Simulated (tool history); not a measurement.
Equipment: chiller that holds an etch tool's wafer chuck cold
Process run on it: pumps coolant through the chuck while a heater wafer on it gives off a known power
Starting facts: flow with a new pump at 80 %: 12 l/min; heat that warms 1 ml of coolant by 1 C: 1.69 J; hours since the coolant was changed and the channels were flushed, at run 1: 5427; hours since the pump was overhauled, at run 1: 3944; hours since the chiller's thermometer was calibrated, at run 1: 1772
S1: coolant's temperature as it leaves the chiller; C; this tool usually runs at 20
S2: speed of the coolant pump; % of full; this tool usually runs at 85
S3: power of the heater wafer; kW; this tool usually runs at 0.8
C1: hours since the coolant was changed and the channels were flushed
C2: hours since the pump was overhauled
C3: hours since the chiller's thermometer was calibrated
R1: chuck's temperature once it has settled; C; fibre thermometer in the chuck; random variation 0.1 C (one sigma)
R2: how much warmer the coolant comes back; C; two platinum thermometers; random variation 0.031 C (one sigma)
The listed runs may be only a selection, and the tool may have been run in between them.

run 1 hour=0 | S1=20 S2=85 S3=0.8 | C1=5427 C2=3944 C3=1772 | R1=28 R2=2.22
run 2 hour=113.6 | S1=20 S2=85 S3=0.8 | C1=5541 C2=4058 C3=1885 | R1=28.1 R2=2.23
run 3 hour=236.9 | S1=20 S2=85 S3=0.8 | C1=5664 C2=4181 C3=2009 | R1=28 R2=2.2
run 4 hour=336.2 | S1=20 S2=85 S3=0.8 | C1=5764 C2=4280 C3=2108 | R1=27.9 R2=2.16
run 5 hour=435.1 | S1=20 S2=85 S3=0.846 | C1=5862 C2=4379 C3=2207 | R1=28.4 R2=2.25
run 6 hour=549.4 | S1=20 S2=85 S3=0.476 | C1=5977 C2=4494 C3=2321 | R1=24.7 R2=1.23
run 7 hour=737.4 | S1=20 S2=85 S3=0.476 | C1=6165 C2=4682 C3=2509 | R1=24.8 R2=1.23
run 8 hour=894.8 | S1=23 S2=85 S3=0.476 | C1=6322 C2=4839 C3=2667 | R1=27.7 R2=1.2
run 9 hour=1089.1 | S1=20 S2=85 S3=0.703 | C1=6517 C2=5033 C3=2861 | R1=27.1 R2=1.79
run 10 hour=1175 | S1=20 S2=85 S3=0.703 | C1=6602 C2=5119 C3=2947 | R1=27 R2=1.74
run 11 hour=1291.8 | S1=20 S2=85 S3=0.703 | C1=6719 C2=5236 C3=3064 | R1=26.9 R2=1.75
run 12 hour=1495.7 | S1=22 S2=85 S3=0.8 | C1=6923 C2=5440 C3=3268 | R1=30 R2=1.97
run 13 hour=1684.6 | S1=22 S2=85 S3=0.8 | C1=7112 C2=5629 C3=3456 | R1=29.9 R2=1.99
-- hour=1814.9 chiller's thermometer calibrated
run 14 hour=1836.8 | S1=22 S2=85 S3=0.8 | C1=7263 C2=5780 C3=22 | R1=30 R2=1.92
run 15 hour=2038.1 | S1=20 S2=83 S3=0.8 | C1=7465 C2=5981 C3=223 | R1=28 R2=1.95
-- hour=2101.5 coolant changed, channels flushed
run 16 hour=2161.5 | S1=20 S2=83 S3=0.8 | C1=60 C2=6099 C3=341 | R1=28.2 R2=1.97
run 17 hour=2358.1 | S1=20 S2=83 S3=0.8 | C1=257 C2=6295 C3=537 | R1=28.2 R2=1.92
run 18 hour=2503 | S1=20 S2=83 S3=0.8 | C1=401 C2=6440 C3=682 | R1=27.9 R2=1.91
-- hour=2576.5 gauge calibrated
run 19 hour=2688.4 | S1=20 S2=83 S3=0.8 | C1=587 C2=6626 C3=867 | R1=28 R2=2.27
run 20 hour=2797.4 | S1=20 S2=83 S3=0.8 | C1=696 C2=6735 C3=976 | R1=28 R2=2.29
run 21 hour=2906.6 | S1=17 S2=90 S3=0.713 | C1=805 C2=6844 C3=1086 | R1=24.1 R2=1.79
run 22 hour=2992.4 | S1=17 S2=90 S3=0.713 | C1=891 C2=6930 C3=1171 | R1=23.7 R2=1.83
run 23 hour=3196.9 | S1=28 S2=65 S3=0.911 | C1=1095 C2=7134 C3=1376 | R1=38.5 R2=3.21
run 24 hour=3328.3 | S1=23 S2=83 S3=1.109 | C1=1227 C2=7265 C3=1507 | R1=34.3 R2=3.07
run 25 hour=3510.8 | S1=16 S2=88 S3=0.761 | C1=1409 C2=7448 C3=1690 | R1=23.4 R2=1.92
run 26 hour=3604.9 | S1=16 S2=88 S3=0.761 | C1=1503 C2=7542 C3=1784 | R1=23.3 R2=1.89
run 27 hour=3790 | S1=16 S2=88 S3=0.761 | C1=1689 C2=7727 C3=1969 | R1=23.3 R2=1.84
run 28 hour=3970.8 | S1=11 S2=89 S3=0.899 | C1=1869 C2=7908 C3=2150 | R1=19.8 R2=2.13
run 29 hour=4095.7 | S1=20 S2=81 S3=0.94 | C1=1994 C2=8033 C3=2275 | R1=29.6 R2=2.59
run 30 hour=4222.8 | S1=20 S2=81 S3=0.94 | C1=2121 C2=8160 C3=2402 | R1=29.7 R2=2.45
run 31 hour=4382.2 | S1=20 S2=63 S3=0.795 | C1=2281 C2=8319 C3=2561 | R1=29.7 R2=2.73

Here are 5 independent what-if runs from the current tool condition. What would each one return?
run A hour=4592.6 | S1=10 S2=80 S3=0.8 | C1=2491 C2=8530 C3=2772 | R1=? R2=?
run B hour=4592.6 | S1=17 S2=83 S3=0.8 | C1=2491 C2=8530 C3=2772 | R1=? R2=?
run C hour=4592.6 | S1=20 S2=63 S3=0.783 | C1=2491 C2=8530 C3=2772 | R1=? R2=?
run D hour=4592.6 | S1=28 S2=85 S3=0.89 | C1=2491 C2=8530 C3=2772 | R1=? R2=?
run E hour=4592.6 | S1=11 S2=74 S3=0.465 | C1=2491 C2=8530 C3=2772 | R1=? R2=?

run=A R1=18.3 R2=2.11
run=B R1=25.2 R2=1.97
run=C R1=29.5 R2=2.63
run=D R1=36.8 R2=2.09
run=E R1=15.9 R2=1.2
What these runs would have given with no unlogged condition in the tool:
run=A R1=18.3 R2=2.42
run=B R1=25.2 R2=2.29
run=C R1=29.5 R2=2.95
run=D R1=36.8 R2=2.41
run=E R1=15.9 R2=1.51
